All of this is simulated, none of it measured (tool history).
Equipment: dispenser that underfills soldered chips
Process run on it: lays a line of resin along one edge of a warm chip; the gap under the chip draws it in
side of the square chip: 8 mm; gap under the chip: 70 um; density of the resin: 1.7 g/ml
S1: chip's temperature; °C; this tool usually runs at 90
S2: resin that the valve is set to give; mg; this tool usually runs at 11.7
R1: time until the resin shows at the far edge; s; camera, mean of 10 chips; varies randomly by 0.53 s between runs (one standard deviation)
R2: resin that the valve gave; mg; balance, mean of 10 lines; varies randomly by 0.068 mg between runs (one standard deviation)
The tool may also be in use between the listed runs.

run,hour,S1,S2,R1,R2
1,0,90,11.7,56.3,11.65
2,7.6,90,11.7,84.3,11.62
# hour 12.8: new syringe of resin
3,15.7,97,11.7,37.9,11.53
4,22,97,11.7,54.1,11.55
5,27.9,81,11.7,161.1,11.57
# hour 29.6: new syringe of resin
6,34,90,11.7,58.6,11.36
7,43.1,90,11.7,94.4,11.49
# hour 46.6: new syringe of resin
8,53.6,90,11.7,66.4,11.4
9,60.1,90,11.7,94.8,11.39
# hour 63.9: new syringe of resin
10,72.2,90,11.7,72.4,11.25
11,79.9,90,11.7,109.6,11.21
# hour 81.4: new syringe of resin
12,88.3,90,11.7,65.5,11.13
# hour 98.1: new syringe of resin
13,98.7,90,13.5,48.1,12.81
14,108.5,90,11.7,81.5,11.1
# hour 114.7: new syringe of resin
15,119.1,82,14.4,84.8,13.59
16,127.7,81,10.7,148.4,10.01

Expected results for the next run?
# hour 131.7: new syringe of resin
17,133.5,90,11.8,?,?

{"run 17": {"R1": 50.2, "R2": 10.95}}
Were there no unlogged condition in the tool, this run, its random variation unchanged, would have produced R1 41.8 s, R2 11.68 mg.

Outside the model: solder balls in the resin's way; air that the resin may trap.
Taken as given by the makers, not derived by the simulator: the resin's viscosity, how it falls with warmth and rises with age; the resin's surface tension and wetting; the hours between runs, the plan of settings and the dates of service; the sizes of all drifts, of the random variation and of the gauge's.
